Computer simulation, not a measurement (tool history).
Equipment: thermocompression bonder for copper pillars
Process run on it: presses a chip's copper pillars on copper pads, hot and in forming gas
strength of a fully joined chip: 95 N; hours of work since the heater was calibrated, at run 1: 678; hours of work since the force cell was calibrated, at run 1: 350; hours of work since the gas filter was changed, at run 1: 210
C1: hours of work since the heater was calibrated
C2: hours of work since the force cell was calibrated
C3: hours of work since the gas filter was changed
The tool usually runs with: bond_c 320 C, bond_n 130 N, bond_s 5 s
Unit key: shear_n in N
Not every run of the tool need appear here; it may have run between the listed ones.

{"run": 1, "day": 0.0, "bond_c": 320, "bond_n": 130, "bond_s": 5, "C1": 678, "C2": 350, "C3": 210, "shear_n": 51.5}
{"run": 2, "day": 0.938, "bond_c": 316, "bond_n": 130, "bond_s": 5, "C1": 693, "C2": 365, "C3": 225, "shear_n": 49.8}
{"run": 3, "day": 2.446, "bond_c": 316, "bond_n": 130, "bond_s": 5, "C1": 716, "C2": 389, "C3": 249, "shear_n": 50.0}
{"run": 4, "day": 4.496, "bond_c": 316, "bond_n": 130, "bond_s": 5, "C1": 749, "C2": 422, "C3": 281, "shear_n": 49.9}
{"run": 5, "day": 6.471, "bond_c": 316, "bond_n": 130, "bond_s": 5, "C1": 780, "C2": 453, "C3": 313, "shear_n": 48.8}
{"day": 7.612, "done": "forming gas filter changed"}
{"run": 6, "day": 8.525, "bond_c": 322, "bond_n": 130, "bond_s": 5, "C1": 813, "C2": 485, "C3": 15, "shear_n": 54.6}
{"run": 7, "day": 10.717, "bond_c": 322, "bond_n": 130, "bond_s": 5, "C1": 847, "C2": 520, "C3": 49, "shear_n": 54.3}
{"run": 8, "day": 12.142, "bond_c": 322, "bond_n": 130, "bond_s": 5, "C1": 870, "C2": 542, "C3": 72, "shear_n": 52.7}
{"run": 9, "day": 13.8, "bond_c": 335, "bond_n": 108, "bond_s": 3, "C1": 896, "C2": 569, "C3": 98, "shear_n": 41.3}
{"run": 10, "day": 15.65, "bond_c": 320, "bond_n": 133, "bond_s": 5, "C1": 925, "C2": 598, "C3": 127, "shear_n": 53.1}
{"day": 15.829, "done": "heater calibrated with a thermocouple chip"}
{"run": 11, "day": 17.104, "bond_c": 307, "bond_n": 194, "bond_s": 6, "C1": 20, "C2": 620, "C3": 149, "shear_n": 66.9}
{"run": 12, "day": 18.492, "bond_c": 346, "bond_n": 123, "bond_s": 5, "C1": 42, "C2": 642, "C3": 171, "shear_n": 58.5}
{"run": 13, "day": 20.612, "bond_c": 311, "bond_n": 119, "bond_s": 12, "C1": 76, "C2": 675, "C3": 205, "shear_n": 57.3}
{"run": 14, "day": 22.825, "bond_c": 328, "bond_n": 119, "bond_s": 9, "C1": 111, "C2": 710, "C3": 240, "shear_n": 59.6}
{"run": 15, "day": 23.771, "bond_c": 328, "bond_n": 119, "bond_s": 9, "C1": 126, "C2": 726, "C3": 255, "shear_n": 58.9}

What if the next run were any one of these 5? Each begins from the tool's condition after run 15:
{"run": "A", "day": 25.471, "bond_c": 306, "bond_n": 180, "bond_s": 4, "C1": 153, "C2": 752, "C3": 282, "shear_n": "?"}
{"run": "B", "day": 25.471, "bond_c": 297, "bond_n": 102, "bond_s": 4, "C1": 153, "C2": 752, "C3": 282, "shear_n": "?"}
{"run": "C", "day": 25.471, "bond_c": 328, "bond_n": 161, "bond_s": 9, "C1": 153, "C2": 752, "C3": 282, "shear_n": "?"}
{"run": "D", "day": 25.471, "bond_c": 346, "bond_n": 130, "bond_s": 9, "C1": 153, "C2": 752, "C3": 282, "shear_n": "?"}
{"run": "E", "day": 25.471, "bond_c": 320, "bond_n": 92, "bond_s": 7, "C1": 153, "C2": 752, "C3": 282, "shear_n": "?"}

run=A shear_n=55.2
run=B shear_n=29.3
run=C shear_n=71.4
run=D shear_n=67.4
run=E shear_n=40.4
Had the tool no hidden state, the same runs would have come out as:
run=A shear_n=59.7
run=B shear_n=32.0
run=C shear_n=76.3
run=D shear_n=71.9
run=E shear_n=43.8
